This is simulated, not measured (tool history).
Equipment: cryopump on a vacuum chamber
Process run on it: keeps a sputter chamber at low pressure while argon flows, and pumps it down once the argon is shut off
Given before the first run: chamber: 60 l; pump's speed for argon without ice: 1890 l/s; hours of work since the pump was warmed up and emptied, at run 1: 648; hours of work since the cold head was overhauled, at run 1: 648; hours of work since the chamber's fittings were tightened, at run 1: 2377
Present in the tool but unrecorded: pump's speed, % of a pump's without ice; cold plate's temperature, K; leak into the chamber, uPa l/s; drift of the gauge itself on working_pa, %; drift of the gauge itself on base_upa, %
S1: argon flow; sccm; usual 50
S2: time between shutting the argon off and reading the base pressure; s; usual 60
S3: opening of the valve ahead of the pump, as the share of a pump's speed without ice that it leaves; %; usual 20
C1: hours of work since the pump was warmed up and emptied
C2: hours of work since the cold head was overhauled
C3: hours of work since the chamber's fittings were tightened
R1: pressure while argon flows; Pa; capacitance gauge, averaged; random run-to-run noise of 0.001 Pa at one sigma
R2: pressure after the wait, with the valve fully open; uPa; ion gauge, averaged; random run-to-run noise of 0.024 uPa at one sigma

Run 1, day 0.000: usual settings; C1 648; C2 648; C3 2377. Result: R1 0.2345 Pa, R2 1.95 uPa.
Run 2, day 4.667: usual settings; C1 744; C2 744; C3 2473. Result: R1 0.2351 Pa, R2 1.97 uPa.
At day 7.379: pump warmed up, emptied and cooled again.
Run 3, day 9.404: usual settings but S2 136 s; C1 42; C2 837; C3 2566. Result: R1 0.2249 Pa, R2 1.33 uPa.
Run 4, day 14.012: usual settings but S2 136 s; C1 136; C2 932; C3 2661. Result: R1 0.2247 Pa, R2 1.46 uPa.
Run 5, day 15.988: usual settings but S2 136 s; C1 177; C2 972; C3 2701. Result: R1 0.2262 Pa, R2 1.44 uPa.
Run 6, day 20.275: usual settings but S2 136 s; C1 265; C2 1060; C3 2789. Result: R1 0.2267 Pa, R2 1.62 uPa.
Run 7, day 24.146: usual settings; C1 345; C2 1140; C3 2869. Result: R1 0.2286 Pa, R2 2.00 uPa.
Run 8, day 26.854: usual settings; C1 400; C2 1196; C3 2925. Result: R1 0.2281 Pa, R2 2.00 uPa.
At day 28.846: leaking fittings of the chamber tightened, without venting.
Run 9, day 30.729: usual settings; C1 478; C2 1274; C3 39. Result: R1 0.2320 Pa, R2 0.93 uPa.
Run 10, day 35.421: usual settings; C1 575; C2 1370; C3 135. Result: R1 0.2326 Pa, R2 1.01 uPa.
Run 11, day 37.662: usual settings but S1 40 sccm; C1 621; C2 1416; C3 181. Result: R1 0.1862 Pa, R2 1.03 uPa.
Run 12, day 39.867: usual settings but S1 40 sccm; C1 666; C2 1462; C3 227. Result: R1 0.1883 Pa, R2 1.06 uPa.
Run 13, day 42.388: usual settings; C1 718; C2 1513; C3 278. Result: R1 0.2371 Pa, R2 1.12 uPa.
Run 14, day 45.446: usual settings; C1 781; C2 1576; C3 341. Result: R1 0.2374 Pa, R2 1.08 uPa.
At day 46.279: pump warmed up, emptied and cooled again.
Run 15, day 48.192: usual settings; C1 39; C2 1628; C3 393. Result: R1 0.2250 Pa, R2 1.09 uPa.
Run 16, day 52.221: usual settings; C1 122; C2 1711; C3 476. Result: R1 0.2278 Pa, R2 1.04 uPa.
Run 17, day 55.342: usual settings; C1 186; C2 1775; C3 540. Result: R1 0.2274 Pa, R2 1.10 uPa.
Run 18, day 58.367: usual settings but S1 53 sccm, S2 30 s, S3 45 %; C1 249; C2 1838; C3 603. Result: R1 0.1100 Pa, R2 1.89 uPa.
Run 19, day 62.271: usual settings but S1 53 sccm, S2 30 s, S3 30 %; C1 329; C2 1918; C3 683. Result: R1 0.1650 Pa, R2 1.87 uPa.
Run 20, day 64.862: usual settings but S1 53 sccm, S2 30 s, S3 30 %; C1 382; C2 1971; C3 736. Result: R1 0.1655 Pa, R2 1.90 uPa.
Run 21, day 68.117: usual settings but S1 44 sccm, S2 167 s, S3 43 %; C1 449; C2 2038; C3 803. Result: R1 0.0982 Pa, R2 0.79 uPa.
Run 22, day 70.533: usual settings but S1 44 sccm, S2 167 s, S3 43 %; C1 499; C2 2088; C3 853. Result: R1 0.0976 Pa, R2 0.82 uPa.
Run 23, day 72.817: usual settings but S1 44 sccm, S2 167 s, S3 43 %; C1 546; C2 2135; C3 900. Result: R1 0.1013 Pa, R2 0.82 uPa.
Run 24, day 75.867: usual settings but S1 80 sccm, S2 135 s, S3 40 %; C1 608; C2 2197; C3 962. Result: R1 0.1978 Pa, R2 0.96 uPa.
Run 25, day 78.779: usual settings but S1 57 sccm, S3 31 %; C1 668; C2 2257; C3 1022. Result: R1 0.1784 Pa, R2 1.41 uPa.
Run 26, day 80.821: usual settings but S1 23 sccm, S2 31 s; C1 710; C2 2299; C3 1064. Result: R1 0.1082 Pa, R2 2.06 uPa.
Run 27, day 83.700: usual settings but S1 46 sccm, S2 157 s; C1 769; C2 2358; C3 1123. Result: R1 0.2179 Pa, R2 1.03 uPa.
At day 85.088: pump warmed up, emptied and cooled again.
Run 28, day 86.575: usual settings but S1 94 sccm, S2 37 s, S3 58 %; C1 31; C2 2413; C3 1178. Result: R1 0.1465 Pa, R2 1.82 uPa.
Run 29, day 89.312: usual settings but S1 24 sccm, S2 28 s; C1 87; C2 2469; C3 1235. Result: R1 0.1087 Pa, R2 2.13 uPa.
Run 30, day 91.892: usual settings but S1 24 sccm, S2 28 s; C1 140; C2 2522; C3 1288. Result: R1 0.1092 Pa, R2 2.18 uPa.
Run 31, day 94.400: usual settings but S1 40 sccm, S2 40 s, S3 24 %; C1 191; C2 2574; C3 1339. Result: R1 0.1524 Pa, R2 1.79 uPa.
Run 32, day 99.067: usual settings but S1 42 sccm, S2 41 s, S3 24 %; C1 287; C2 2670; C3 1435. Result: R1 0.1596 Pa, R2 1.82 uPa.
Run 33, day 101.642: usual settings but S1 62 sccm, S2 69 s, S3 44 %; C1 340; C2 2723; C3 1488. Result: R1 0.1340 Pa, R2 1.39 uPa.
Run 34, day 103.683: usual settings but S1 27 sccm, S2 220 s, S3 33 %; C1 382; C2 2765; C3 1530. Result: R1 0.0766 Pa, R2 0.99 uPa.

What differs in the tool's unlogged condition from the final listed run ahead of each entry between runs to the first listed run following it?
Runs 2 to 3: pump warmed up, emptied and cooled again (day 7.379)
  pump's speed, % of a pump's without ice: 80.4 -> 98.6; cold plate's temperature, K: 12.41 -> 12.46; leak into the chamber, uPa l/s: 1935 -> 1992
  measured result minus the result with no hidden state, R1: +0.0113 -> +0.0011 Pa; R2: +1.10 -> +0.90 uPa
Runs 8 to 9: leaking fittings of the chamber tightened, without venting (day 28.846)
  pump's speed, % of a pump's without ice: 89.2 -> 86.9; cold plate's temperature, K: 12.63 -> 12.67; leak into the chamber, uPa l/s: 2221 -> 381
  measured result minus the result with no hidden state, R1: +0.0060 -> +0.0075 Pa; R2: +1.17 -> +0.07 uPa
Runs 14 to 15: pump warmed up, emptied and cooled again (day 46.279)
  pump's speed, % of a pump's without ice: 78.1 -> 98.3; cold plate's temperature, K: 12.83 -> 12.85; leak into the chamber, uPa l/s: 574 -> 608
  measured result minus the result with no hidden state, R1: +0.0135 -> +0.0016 Pa; R2: +0.23 -> +0.18 uPa
Runs 27 to 28: pump warmed up, emptied and cooled again (day 85.088)
  pump's speed, % of a pump's without ice: 78.2 -> 99.2; cold plate's temperature, K: 13.22 -> 13.25; leak into the chamber, uPa l/s: 1068 -> 1105
  measured result minus the result with no hidden state, R1: +0.0128 -> +0.0028 Pa; R2: +0.60 -> +0.46 uPa

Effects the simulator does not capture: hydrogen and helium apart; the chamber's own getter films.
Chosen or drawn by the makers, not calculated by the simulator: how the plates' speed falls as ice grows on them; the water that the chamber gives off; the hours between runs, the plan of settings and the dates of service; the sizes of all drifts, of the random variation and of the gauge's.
